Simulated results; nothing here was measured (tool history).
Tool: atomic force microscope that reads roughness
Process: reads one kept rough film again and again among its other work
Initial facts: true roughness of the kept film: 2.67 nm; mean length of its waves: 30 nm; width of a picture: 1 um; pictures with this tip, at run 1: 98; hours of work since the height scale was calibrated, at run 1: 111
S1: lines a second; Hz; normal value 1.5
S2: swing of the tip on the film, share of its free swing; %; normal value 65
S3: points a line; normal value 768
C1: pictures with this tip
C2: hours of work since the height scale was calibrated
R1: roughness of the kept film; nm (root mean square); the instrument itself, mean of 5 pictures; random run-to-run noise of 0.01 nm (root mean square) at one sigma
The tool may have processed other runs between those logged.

{"run": 1, "hour": 0.0, "S1": 1.5, "S2": 65, "S3": 768, "C1": 98, "C2": 111, "R1": 2.172}
{"run": 2, "hour": 8.3, "S1": 1.5, "S2": 56, "S3": 768, "C1": 108, "C2": 117, "R1": 2.179}
{"run": 3, "hour": 13.2, "S1": 1.5, "S2": 56, "S3": 768, "C1": 115, "C2": 120, "R1": 2.174}
{"run": 4, "hour": 18.3, "S1": 2.58, "S2": 56, "S3": 768, "C1": 121, "C2": 124, "R1": 2.124}
{"run": 5, "hour": 23.6, "S1": 2.58, "S2": 56, "S3": 768, "C1": 128, "C2": 128, "R1": 2.126}
{"run": 6, "hour": 29.2, "S1": 1.82, "S2": 63, "S3": 927, "C1": 135, "C2": 132, "R1": 2.095}
{"run": 7, "hour": 34.6, "S1": 1.64, "S2": 82, "S3": 860, "C1": 142, "C2": 136, "R1": 1.934}
{"run": 8, "hour": 43.5, "S1": 1.12, "S2": 68, "S3": 967, "C1": 154, "C2": 143, "R1": 2.084}
{"run": 9, "hour": 53.5, "S1": 1.12, "S2": 57, "S3": 967, "C1": 166, "C2": 150, "R1": 2.113}
{"run": 10, "hour": 63.0, "S1": 1.12, "S2": 57, "S3": 967, "C1": 179, "C2": 157, "R1": 2.082}

For some of the steps in R1 from one run to the next: how much would appear even if the tool had no hidden state, given the settings, what came in and random variation, and how much remains for the hidden state plus any gauge scatter that the measured result and the result without hidden state don't share?
Hidden conditions of the tool in this case: radius of the tip, nm; height scale over the true one, %; drift of the gauge itself on roughness_nm, %.
Run 6 -> 7: S1 1.82 -> 1.64, S2 63 -> 82, S3 927 -> 860. R1 -0.161 nm (root mean square): hidden state +0.009, all else -0.17.
Run 7 -> 8: S1 1.64 -> 1.12, S2 82 -> 68, S3 860 -> 967. R1 +0.15 nm (root mean square): hidden state -0.038, all else +0.188.
